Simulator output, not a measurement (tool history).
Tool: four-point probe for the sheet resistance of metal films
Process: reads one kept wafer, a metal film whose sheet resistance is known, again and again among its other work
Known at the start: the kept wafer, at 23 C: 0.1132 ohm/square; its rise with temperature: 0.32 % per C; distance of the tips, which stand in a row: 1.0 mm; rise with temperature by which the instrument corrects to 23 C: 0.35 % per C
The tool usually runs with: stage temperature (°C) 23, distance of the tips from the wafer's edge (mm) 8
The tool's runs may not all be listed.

| run | hour | stage temperature (°C) | distance of the tips from the wafer's edge (mm) | sheet resistance as the instrument gives it (ohm/square) |
|---|---|---|---|---|
| 1 | 0 | 23 | 8 | 0.114228 |
| 2 | 37.7 | 23 | 37 | 0.113288 |
| 3 | 70.2 | 23 | 37 | 0.11325 |
| 4 | 114.8 | 23 | 37 | 0.113237 |
|  | 119.3 | stage's thermometer calibrated |
| 5 | 159.9 | 23 | 37 | 0.113236 |
| 6 | 194.5 | 23 | 37 | 0.113263 |
| 7 | 217 | 23 | 40 | 0.113232 |
| 8 | 237.6 | 23 | 40 | 0.113231 |
| 9 | 277.6 | 34 | 9 | 0.113502 |
| 10 | 318.5 | 32 | 32 | 0.112886 |
|  | 339.2 | stage's thermometer calibrated, once more |
| 11 | 355 | 32 | 32 | 0.112891 |

What does the tool deliver on the next run?
| 12 | 374.5 | 34 | 16 | ? |

sheet resistance as the instrument gives it (ohm/square): 0.112962
Minus the tool's unlogged condition, the same run would have read sheet resistance as the instrument gives it (ohm/square) 0.112994.
